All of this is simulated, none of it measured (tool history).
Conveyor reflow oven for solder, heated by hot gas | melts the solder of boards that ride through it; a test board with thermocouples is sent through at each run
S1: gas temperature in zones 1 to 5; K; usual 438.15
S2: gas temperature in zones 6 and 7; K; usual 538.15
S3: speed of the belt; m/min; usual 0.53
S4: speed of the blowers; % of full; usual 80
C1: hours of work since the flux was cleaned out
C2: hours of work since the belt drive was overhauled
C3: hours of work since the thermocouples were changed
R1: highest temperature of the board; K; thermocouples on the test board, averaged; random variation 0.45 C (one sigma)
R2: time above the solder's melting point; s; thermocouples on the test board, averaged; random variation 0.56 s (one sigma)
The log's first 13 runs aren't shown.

| run | hour | S1 | S2 | S3 | S4 | C1 | C2 | C3 | R1 | R2 |
|---|---|---|---|---|---|---|---|---|---|---|
| 14 | 107.1 | 438.15 | 538.15 | 0.53 | 60 | 223 | 294 | 532 | 517.65 | 48.3 |
| 15 | 115.1 | 438.15 | 538.15 | 0.53 | 60 | 228 | 300 | 537 | 517.75 | 48.1 |
| 16 | 126.1 | 438.15 | 526.15 | 0.53 | 60 | 235 | 307 | 544 | 507.65 | 38.3 |
| 17 | 136.1 | 438.15 | 533.15 | 0.451 | 90 | 242 | 313 | 551 | 523.35 | 66.6 |
| 18 | 146.5 | 438.15 | 533.15 | 0.451 | 90 | 248 | 320 | 558 | 523.65 | 65.7 |
| 19 | 156.6 | 438.15 | 533.15 | 0.468 | 90 | 255 | 327 | 564 | 523.05 | 62.9 |
| 20 | 161.7 | 447.15 | 533.15 | 0.489 | 80 | 258 | 330 | 568 | 522.15 | 62.4 |
| 21 | 167.4 | 438.15 | 540.15 | 0.53 | 80 | 262 | 334 | 571 | 523.25 | 54.8 |
| 22 | 173.5 | 438.15 | 540.15 | 0.526 | 80 | 266 | 338 | 575 | 523.35 | 55.3 |
| 23 | 181.2 | 443.15 | 545.15 | 0.597 | 80 | 271 | 343 | 580 | 524.25 | 49.9 |
| 24 | 189.4 | 438.15 | 538.15 | 0.474 | 80 | 276 | 348 | 586 | 524.75 | 63.6 |
| 25 | 199 | 438.15 | 538.15 | 0.474 | 80 | 283 | 354 | 592 | 524.05 | 64.6 |
| 26 | 205.2 | 436.15 | 538.15 | 0.565 | 80 | 287 | 359 | 596 | 519.05 | 46.3 |
| 27 | 211 | 444.15 | 540.15 | 0.589 | 62 | 291 | 362 | 600 | 516.55 | 44.6 |
| 28 | 218.3 | 444.15 | 538.15 | 0.616 | 77 | 295 | 367 | 605 | 516.35 | 41.9 |
| 29 | 224 | 443.15 | 538.15 | 0.601 | 80 | 299 | 371 | 608 | 518.95 | 44.9 |
| 30 | 233.8 | 438.15 | 539.15 | 0.621 | 54 | 305 | 377 | 615 | 509.65 | 31.8 |

Forecast each of these 3 alternatives for the next run:
| A | 242.6 | 438.15 | 541.15 | 0.57 | 65 | 311 | 383 | 620 | ? | ? |
| B | 242.6 | 439.15 | 538.15 | 0.53 | 80 | 311 | 383 | 620 | ? | ? |
| C | 242.6 | 433.15 | 544.15 | 0.58 | 80 | 311 | 383 | 620 | ? | ? |

| run | R1 | R2 |
|---|---|---|
| A | 518.75 | 45.1 |
| B | 521.15 | 54.8 |
| C | 521.85 | 46.5 |
Without the tool's hidden state the same runs would have given:
| run | R1 | R2 |
|---|---|---|
| A | 518.85 | 45.2 |
| B | 521.25 | 55 |
| C | 522.05 | 46.6 |

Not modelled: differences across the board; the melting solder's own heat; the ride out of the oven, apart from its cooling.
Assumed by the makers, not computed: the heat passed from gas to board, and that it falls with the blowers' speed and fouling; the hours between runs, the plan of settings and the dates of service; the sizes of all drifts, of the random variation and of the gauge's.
